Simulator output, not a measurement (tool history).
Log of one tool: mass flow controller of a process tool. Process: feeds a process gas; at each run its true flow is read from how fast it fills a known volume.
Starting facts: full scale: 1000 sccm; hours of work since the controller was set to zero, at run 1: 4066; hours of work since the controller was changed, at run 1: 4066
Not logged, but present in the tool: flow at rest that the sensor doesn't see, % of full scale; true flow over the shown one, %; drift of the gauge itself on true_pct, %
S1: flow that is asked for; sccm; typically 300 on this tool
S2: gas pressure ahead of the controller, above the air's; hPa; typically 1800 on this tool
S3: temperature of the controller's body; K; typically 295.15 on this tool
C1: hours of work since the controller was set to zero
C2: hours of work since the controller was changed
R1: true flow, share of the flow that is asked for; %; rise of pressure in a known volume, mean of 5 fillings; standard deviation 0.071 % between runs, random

| run | hour | S1 | S2 | S3 | C1 | C2 | R1 |
|---|---|---|---|---|---|---|---|
| 1 | 0.0 | 300 | 1800 | 295.15 | 4066 | 4066 | 99.65 |
| 2 | 175.4 | 321 | 1800 | 295.15 | 4186 | 4186 | 99.74 |
| 3 | 283.3 | 300 | 1800 | 295.15 | 4260 | 4260 | 99.84 |
| 4 | 448.9 | 300 | 2490 | 295.15 | 4373 | 4373 | 100.28 |
|  | 555.1 | controller's zero set anew |
| 5 | 571.2 | 300 | 2490 | 295.15 | 11 | 4456 | 100.24 |
| 6 | 672.3 | 300 | 2490 | 309.15 | 80 | 4525 | 99.07 |
| 7 | 837.2 | 300 | 1800 | 295.15 | 193 | 4638 | 99.74 |
| 8 | 967.4 | 642 | 1800 | 295.15 | 282 | 4727 | 99.96 |
| 9 | 1098.0 | 642 | 1800 | 295.15 | 372 | 4817 | 99.79 |
| 10 | 1244.3 | 300 | 1860 | 295.15 | 472 | 4917 | 99.72 |
| 11 | 1394.5 | 300 | 1800 | 295.15 | 574 | 5020 | 99.76 |
| 12 | 1480.2 | 300 | 2120 | 295.15 | 633 | 5078 | 99.87 |
| 13 | 1566.7 | 300 | 2190 | 295.15 | 692 | 5137 | 100.03 |
| 14 | 1663.0 | 300 | 2190 | 295.15 | 758 | 5203 | 100.05 |
| 15 | 1796.0 | 529 | 1800 | 295.15 | 849 | 5294 | 99.79 |
| 16 | 1955.3 | 529 | 1800 | 295.15 | 958 | 5403 | 99.92 |
| 17 | 2115.0 | 529 | 1800 | 295.15 | 1067 | 5513 | 99.86 |
| 18 | 2248.2 | 529 | 1800 | 295.15 | 1159 | 5604 | 99.81 |
| 19 | 2375.7 | 529 | 1800 | 295.15 | 1246 | 5691 | 99.74 |
| 20 | 2450.5 | 529 | 1800 | 295.15 | 1297 | 5742 | 99.66 |
| 21 | 2577.9 | 529 | 1800 | 295.15 | 1384 | 5829 | 99.69 |
| 22 | 2729.7 | 529 | 1460 | 295.15 | 1488 | 5933 | 99.81 |
| 23 | 2892.7 | 529 | 1460 | 295.15 | 1600 | 6045 | 99.61 |
| 24 | 3053.1 | 300 | 1570 | 295.15 | 1709 | 6155 | 99.69 |
| 25 | 3128.3 | 300 | 1570 | 295.15 | 1761 | 6206 | 99.64 |
| 26 | 3221.7 | 330 | 2740 | 295.15 | 1825 | 6270 | 100.42 |
| 27 | 3355.4 | 330 | 2740 | 295.15 | 1916 | 6362 | 100.26 |
| 28 | 3460.3 | 694 | 1800 | 293.15 | 1988 | 6433 | 100.14 |
| 29 | 3555.0 | 114 | 2690 | 293.15 | 2053 | 6498 | 100.25 |
| 30 | 3636.1 | 717 | 2290 | 309.15 | 2108 | 6554 | 99.21 |
| 31 | 3726.7 | 717 | 2290 | 309.15 | 2170 | 6616 | 99.26 |
| 32 | 3869.9 | 532 | 2440 | 297.15 | 2268 | 6714 | 100.10 |
| 33 | 4004.7 | 532 | 2440 | 297.15 | 2361 | 6806 | 100.08 |
| 34 | 4092.3 | 598 | 1800 | 295.15 | 2420 | 6866 | 99.85 |
| 35 | 4264.0 | 300 | 2310 | 304.15 | 2538 | 6983 | 99.26 |
| 36 | 4421.0 | 300 | 2310 | 303.15 | 2645 | 7091 | 99.42 |
| 37 | 4568.9 | 300 | 2310 | 303.15 | 2747 | 7192 | 99.46 |
| 38 | 4738.7 | 300 | 2310 | 300.15 | 2863 | 7308 | 99.69 |
| 39 | 4842.4 | 300 | 2310 | 300.15 | 2934 | 7379 | 99.62 |
| 40 | 4976.0 | 300 | 2310 | 300.15 | 3025 | 7470 | 99.66 |
| 41 | 5145.6 | 471 | 1800 | 296.15 | 3141 | 7586 | 99.68 |

Run 42 is up next; what results do you expect?
| 42 | 5282.8 | 446 | 1800 | 301.15 | 3235 | 7680 | ? |

Run 42 yielded R1 99.40 %.
Had the tool carried no hidden state, the very same run would have given R1 99.38 %.
